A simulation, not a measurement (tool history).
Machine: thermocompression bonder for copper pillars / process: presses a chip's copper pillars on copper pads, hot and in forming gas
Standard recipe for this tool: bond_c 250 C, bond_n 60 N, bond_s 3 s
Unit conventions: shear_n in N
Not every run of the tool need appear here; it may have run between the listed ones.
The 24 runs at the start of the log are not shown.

run	hour	bond_c	bond_n	bond_s	hours of work since the heater was calibrated	hours of work since the force cell was calibrated	hours of work since the gas filter was changed	shear_n
25	386.4	239	60	3	559	679	384	70.8
26	396.7	254	36	7	567	687	391	67.6
27	417.6	254	36	7	583	702	407	68.6
28	436.6	254	36	7	597	717	421	67.7
29	448	254	39	5	606	725	430	63.4
30	461.2	225	60	2	616	735	440	52.9
31	479.9	255	46	2	630	749	454	54.8
32	496.2	255	46	2	642	762	466	54.7
# hour 505.6: forming gas filter changed
33	509.5	250	71	6	652	771	3	104.4
34	529.6	276	40	4	667	787	18	77.8
35	546	227	63	5	679	799	30	80.8
36	557.3	252	60	4	688	807	39	88.4
37	567.8	254	52	5	696	815	47	85.6

Run 38 has not been measured yet. What should we expect?
38	584.7	254	52	5	708	828	60	?

shear_n: 85.2 N
If the tool had no hidden condition, the same run with the same run-to-run variation would have returned shear_n 91.2 N.
